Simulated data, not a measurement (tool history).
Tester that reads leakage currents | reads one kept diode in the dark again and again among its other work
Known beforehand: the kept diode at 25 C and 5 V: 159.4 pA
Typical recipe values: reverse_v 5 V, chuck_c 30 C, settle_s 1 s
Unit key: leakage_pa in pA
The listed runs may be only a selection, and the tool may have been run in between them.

run 1 day=0 | reverse_v=5 chuck_c=30 settle_s=1 | leakage_pa=231.7
run 2 day=4.012 | reverse_v=5 chuck_c=30 settle_s=1 | leakage_pa=230.95
run 3 day=8.858 | reverse_v=5 chuck_c=30 settle_s=1.16 | leakage_pa=236.64
run 4 day=16.471 | reverse_v=5 chuck_c=30 settle_s=1.16 | leakage_pa=236.64
run 5 day=21.275 | reverse_v=5 chuck_c=30 settle_s=1.16 | leakage_pa=235.08
run 6 day=27.221 | reverse_v=5 chuck_c=30 settle_s=1 | leakage_pa=233.97
run 7 day=33.533 | reverse_v=5 chuck_c=30 settle_s=1 | leakage_pa=234.15
run 8 day=38.033 | reverse_v=5 chuck_c=30 settle_s=1 | leakage_pa=232.69
run 9 day=44.788 | reverse_v=7.78 chuck_c=42 settle_s=1 | leakage_pa=663.15
run 10 day=52.008 | reverse_v=7.78 chuck_c=42 settle_s=1 | leakage_pa=659.13
run 11 day=58.658 | reverse_v=1.45 chuck_c=36 settle_s=0.93 | leakage_pa=222.6
run 12 day=65.592 | reverse_v=2.6 chuck_c=25 settle_s=0.7 | leakage_pa=121.44
run 13 day=73.762 | reverse_v=3.99 chuck_c=26 settle_s=4.38 | leakage_pa=153.79
run 14 day=80.525 | reverse_v=3.99 chuck_c=26 settle_s=4.38 | leakage_pa=153.82

Not shown here: 1 entry made in the log between runs. Locate each between two listed runs and compare the hidden state at the listed run before it with the hidden state at the listed run after it:
Runs 2 to 3: tester calibrated (day 7.746)
  stray current of the dirty probe card, pA a volt: 0.153 -> 0.159; current scale over the true one, %: -2.31 -> 0.03; true chuck temperature over the reading, C: 0.05 -> 0.03
  measured value less the no-hidden-state value, leakage_pa: -3.92 -> +1.25 pA

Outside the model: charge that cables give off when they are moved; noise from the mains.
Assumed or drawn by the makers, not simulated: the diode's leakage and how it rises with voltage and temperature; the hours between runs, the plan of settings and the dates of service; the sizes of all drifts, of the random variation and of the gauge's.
